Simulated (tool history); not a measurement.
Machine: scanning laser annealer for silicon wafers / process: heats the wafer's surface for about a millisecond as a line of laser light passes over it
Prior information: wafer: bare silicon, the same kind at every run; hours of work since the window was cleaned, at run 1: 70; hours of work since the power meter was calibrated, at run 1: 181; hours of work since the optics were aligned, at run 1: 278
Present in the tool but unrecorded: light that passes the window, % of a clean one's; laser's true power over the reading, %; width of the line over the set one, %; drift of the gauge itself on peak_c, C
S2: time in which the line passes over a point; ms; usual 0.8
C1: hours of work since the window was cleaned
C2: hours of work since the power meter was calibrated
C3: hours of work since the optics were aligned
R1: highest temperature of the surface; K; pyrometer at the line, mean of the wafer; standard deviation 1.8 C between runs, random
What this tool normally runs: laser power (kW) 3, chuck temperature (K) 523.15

{"run": 1, "hour": 0.0, "laser power (kW)": 3, "S2": 0.8, "chuck temperature (K)": 523.15, "C1": 70, "C2": 181, "C3": 278, "R1": 1350.15}
{"run": 2, "hour": 8.9, "laser power (kW)": 3, "S2": 0.8, "chuck temperature (K)": 523.15, "C1": 77, "C2": 188, "C3": 285, "R1": 1351.15}
{"run": 3, "hour": 20.3, "laser power (kW)": 2.571, "S2": 0.8, "chuck temperature (K)": 523.15, "C1": 86, "C2": 197, "C3": 294, "R1": 1238.15}
{"run": 4, "hour": 26.3, "laser power (kW)": 2.571, "S2": 0.8, "chuck temperature (K)": 523.15, "C1": 91, "C2": 201, "C3": 298, "R1": 1241.15}
{"run": 5, "hour": 31.7, "laser power (kW)": 2.571, "S2": 0.8, "chuck temperature (K)": 523.15, "C1": 95, "C2": 206, "C3": 302, "R1": 1235.15}
{"run": 6, "hour": 41.6, "laser power (kW)": 2.571, "S2": 0.8, "chuck temperature (K)": 523.15, "C1": 103, "C2": 213, "C3": 310, "R1": 1238.15}
{"run": 7, "hour": 52.8, "laser power (kW)": 2.571, "S2": 0.8, "chuck temperature (K)": 523.15, "C1": 111, "C2": 222, "C3": 319, "R1": 1239.15}
{"run": 8, "hour": 59.5, "laser power (kW)": 2.571, "S2": 0.8, "chuck temperature (K)": 523.15, "C1": 117, "C2": 227, "C3": 324, "R1": 1237.15}
{"run": 9, "hour": 68.7, "laser power (kW)": 3, "S2": 0.586, "chuck temperature (K)": 523.15, "C1": 124, "C2": 235, "C3": 331, "R1": 1222.15}
{"run": 10, "hour": 75.3, "laser power (kW)": 2.747, "S2": 0.8, "chuck temperature (K)": 523.15, "C1": 129, "C2": 240, "C3": 337, "R1": 1282.15}
{"run": 11, "hour": 84.8, "laser power (kW)": 2.747, "S2": 0.8, "chuck temperature (K)": 523.15, "C1": 136, "C2": 247, "C3": 344, "R1": 1280.15}
{"run": 12, "hour": 92.6, "laser power (kW)": 2.747, "S2": 0.83, "chuck temperature (K)": 523.15, "C1": 143, "C2": 253, "C3": 350, "R1": 1298.15}
{"run": 13, "hour": 103.5, "laser power (kW)": 3, "S2": 0.8, "chuck temperature (K)": 523.15, "C1": 151, "C2": 262, "C3": 359, "R1": 1348.15}
{"run": 14, "hour": 108.6, "laser power (kW)": 3, "S2": 0.8, "chuck temperature (K)": 523.15, "C1": 155, "C2": 266, "C3": 363, "R1": 1348.15}
{"run": 15, "hour": 117.4, "laser power (kW)": 3.199, "S2": 0.8, "chuck temperature (K)": 523.15, "C1": 162, "C2": 273, "C3": 370, "R1": 1393.15}
{"run": 16, "hour": 123.1, "laser power (kW)": 3.199, "S2": 0.8, "chuck temperature (K)": 523.15, "C1": 166, "C2": 277, "C3": 374, "R1": 1401.15}
{"run": 17, "hour": 128.9, "laser power (kW)": 3.199, "S2": 0.8, "chuck temperature (K)": 523.15, "C1": 171, "C2": 282, "C3": 379, "R1": 1395.15}
{"run": 18, "hour": 134.1, "laser power (kW)": 3.199, "S2": 0.8, "chuck temperature (K)": 523.15, "C1": 175, "C2": 286, "C3": 383, "R1": 1400.15}
{"run": 19, "hour": 141.4, "laser power (kW)": 3.199, "S2": 0.8, "chuck temperature (K)": 523.15, "C1": 181, "C2": 292, "C3": 388, "R1": 1395.15}
{"run": 20, "hour": 147.7, "laser power (kW)": 3.199, "S2": 0.8, "chuck temperature (K)": 523.15, "C1": 186, "C2": 297, "C3": 393, "R1": 1400.15}
{"run": 21, "hour": 159.1, "laser power (kW)": 3.199, "S2": 0.8, "chuck temperature (K)": 523.15, "C1": 195, "C2": 306, "C3": 402, "R1": 1393.15}
{"run": 22, "hour": 165.7, "laser power (kW)": 2.81, "S2": 0.699, "chuck temperature (K)": 500.15, "C1": 200, "C2": 311, "C3": 408, "R1": 1222.15}
{"run": 23, "hour": 170.7, "laser power (kW)": 2.81, "S2": 0.626, "chuck temperature (K)": 493.15, "C1": 204, "C2": 315, "C3": 411, "R1": 1173.15}
{"run": 24, "hour": 180.2, "laser power (kW)": 3, "S2": 0.8, "chuck temperature (K)": 514.15, "C1": 211, "C2": 322, "C3": 419, "R1": 1336.15}
{"run": 25, "hour": 187.1, "laser power (kW)": 2.742, "S2": 0.8, "chuck temperature (K)": 498.15, "C1": 217, "C2": 328, "C3": 424, "R1": 1252.15}
{"run": 26, "hour": 198.0, "laser power (kW)": 2.742, "S2": 0.8, "chuck temperature (K)": 498.15, "C1": 225, "C2": 336, "C3": 433, "R1": 1250.15}
{"run": 27, "hour": 204.0, "laser power (kW)": 3.083, "S2": 0.677, "chuck temperature (K)": 498.15, "C1": 230, "C2": 341, "C3": 438, "R1": 1270.15}
{"run": 28, "hour": 213.3, "laser power (kW)": 3.083, "S2": 0.677, "chuck temperature (K)": 498.15, "C1": 237, "C2": 348, "C3": 445, "R1": 1267.15}
{"run": 29, "hour": 220.7, "laser power (kW)": 2.784, "S2": 0.912, "chuck temperature (K)": 523.15, "C1": 243, "C2": 354, "C3": 451, "R1": 1342.15}
{"run": 30, "hour": 228.0, "laser power (kW)": 2.784, "S2": 0.912, "chuck temperature (K)": 523.15, "C1": 249, "C2": 360, "C3": 456, "R1": 1346.15}
{"run": 31, "hour": 234.5, "laser power (kW)": 2.979, "S2": 0.594, "chuck temperature (K)": 544.15, "C1": 254, "C2": 365, "C3": 462, "R1": 1241.15}
{"run": 32, "hour": 239.6, "laser power (kW)": 3, "S2": 0.999, "chuck temperature (K)": 523.15, "C1": 258, "C2": 369, "C3": 466, "R1": 1445.15}
{"run": 33, "hour": 251.1, "laser power (kW)": 3, "S2": 0.999, "chuck temperature (K)": 554.15, "C1": 267, "C2": 378, "C3": 475, "R1": 1475.15}
{"run": 34, "hour": 262.3, "laser power (kW)": 3, "S2": 0.999, "chuck temperature (K)": 554.15, "C1": 276, "C2": 386, "C3": 483, "R1": 1477.15}
{"run": 35, "hour": 267.0, "laser power (kW)": 3, "S2": 0.999, "chuck temperature (K)": 554.15, "C1": 279, "C2": 390, "C3": 487, "R1": 1476.15}
{"run": 36, "hour": 275.8, "laser power (kW)": 3.018, "S2": 0.999, "chuck temperature (K)": 554.15, "C1": 286, "C2": 397, "C3": 494, "R1": 1483.15}
{"run": 37, "hour": 282.0, "laser power (kW)": 3.018, "S2": 0.999, "chuck temperature (K)": 554.15, "C1": 291, "C2": 402, "C3": 499, "R1": 1481.15}
{"run": 38, "hour": 288.4, "laser power (kW)": 2.592, "S2": 0.8, "chuck temperature (K)": 538.15, "C1": 296, "C2": 407, "C3": 504, "R1": 1251.15}
{"run": 39, "hour": 298.9, "laser power (kW)": 3.178, "S2": 0.776, "chuck temperature (K)": 507.15, "C1": 304, "C2": 415, "C3": 512, "R1": 1358.15}
{"run": 40, "hour": 310.0, "laser power (kW)": 3.033, "S2": 0.7, "chuck temperature (K)": 538.15, "C1": 313, "C2": 424, "C3": 521, "R1": 1305.15}

The same runs without the tool's hidden state, with the same run-to-run variation:
run=1 R1=1354.15
run=2 R1=1355.15
run=3 R1=1242.15
run=4 R1=1245.15
run=5 R1=1239.15
run=6 R1=1243.15
run=7 R1=1244.15
run=8 R1=1243.15
run=9 R1=1228.15
run=10 R1=1288.15
run=11 R1=1286.15
run=12 R1=1305.15
run=13 R1=1355.15
run=14 R1=1355.15
run=15 R1=1401.15
run=16 R1=1410.15
run=17 R1=1404.15
run=18 R1=1409.15
run=19 R1=1405.15
run=20 R1=1409.15
run=21 R1=1403.15
run=22 R1=1230.15
run=23 R1=1181.15
run=24 R1=1346.15
run=25 R1=1262.15
run=26 R1=1260.15
run=27 R1=1280.15
run=28 R1=1277.15
run=29 R1=1353.15
run=30 R1=1357.15
run=31 R1=1251.15
run=32 R1=1458.15
run=33 R1=1489.15
run=34 R1=1491.15
run=35 R1=1491.15
run=36 R1=1498.15
run=37 R1=1496.15
run=38 R1=1263.15
run=39 R1=1373.15
run=40 R1=1319.15
